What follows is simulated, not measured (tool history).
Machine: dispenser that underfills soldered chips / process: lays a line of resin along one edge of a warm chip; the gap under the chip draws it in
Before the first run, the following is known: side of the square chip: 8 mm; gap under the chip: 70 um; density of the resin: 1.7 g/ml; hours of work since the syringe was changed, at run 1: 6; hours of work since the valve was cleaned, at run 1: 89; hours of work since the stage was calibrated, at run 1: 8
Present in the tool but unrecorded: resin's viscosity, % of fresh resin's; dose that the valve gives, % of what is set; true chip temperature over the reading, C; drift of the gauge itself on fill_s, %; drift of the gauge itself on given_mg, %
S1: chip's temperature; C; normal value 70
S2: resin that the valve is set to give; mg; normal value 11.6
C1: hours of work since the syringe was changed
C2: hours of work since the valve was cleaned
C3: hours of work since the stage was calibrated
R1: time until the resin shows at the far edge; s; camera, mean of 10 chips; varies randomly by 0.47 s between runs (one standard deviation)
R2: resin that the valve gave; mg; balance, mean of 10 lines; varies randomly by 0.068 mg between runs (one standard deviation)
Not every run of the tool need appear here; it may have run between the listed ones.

{"run": 1, "hour": 0.0, "S1": 70, "S2": 11.6, "C1": 6, "C2": 89, "C3": 8, "R1": 53.6, "R2": 11.03}
{"hour": 3.9, "done": "new syringe of resin"}
{"run": 2, "hour": 6.6, "S1": 70, "S2": 11.6, "C1": 2, "C2": 93, "C3": 13, "R1": 40.2, "R2": 10.96}
{"run": 3, "hour": 11.5, "S1": 70, "S2": 11.6, "C1": 5, "C2": 97, "C3": 16, "R1": 50.5, "R2": 10.96}
{"hour": 16.8, "done": "new syringe of resin"}
{"run": 4, "hour": 18.1, "S1": 70, "S2": 11.6, "C1": 1, "C2": 101, "C3": 21, "R1": 38.2, "R2": 10.81}
{"hour": 21.7, "done": "dispensing valve cleaned and set on the balance"}
{"run": 5, "hour": 24.8, "S1": 70, "S2": 11.6, "C1": 5, "C2": 2, "C3": 25, "R1": 49.3, "R2": 11.58}
{"hour": 30.4, "done": "new syringe of resin"}
{"run": 6, "hour": 31.0, "S1": 59, "S2": 11.6, "C1": 0, "C2": 6, "C3": 29, "R1": 54.6, "R2": 11.53}
{"run": 7, "hour": 37.6, "S1": 78, "S2": 14.6, "C1": 5, "C2": 11, "C3": 34, "R1": 37.5, "R2": 14.42}

For run 8, what comes out?
{"run": 8, "hour": 42.0, "S1": 81, "S2": 12.4, "C1": 8, "C2": 14, "C3": 37, "R1": "?", "R2": "?"}

{"run 8": {"R1": 41.8, "R2": 12.29}}
On a tool with no hidden condition, and with the same random variation, this run would have come out at R1 24.8 s, R2 12.42 mg.

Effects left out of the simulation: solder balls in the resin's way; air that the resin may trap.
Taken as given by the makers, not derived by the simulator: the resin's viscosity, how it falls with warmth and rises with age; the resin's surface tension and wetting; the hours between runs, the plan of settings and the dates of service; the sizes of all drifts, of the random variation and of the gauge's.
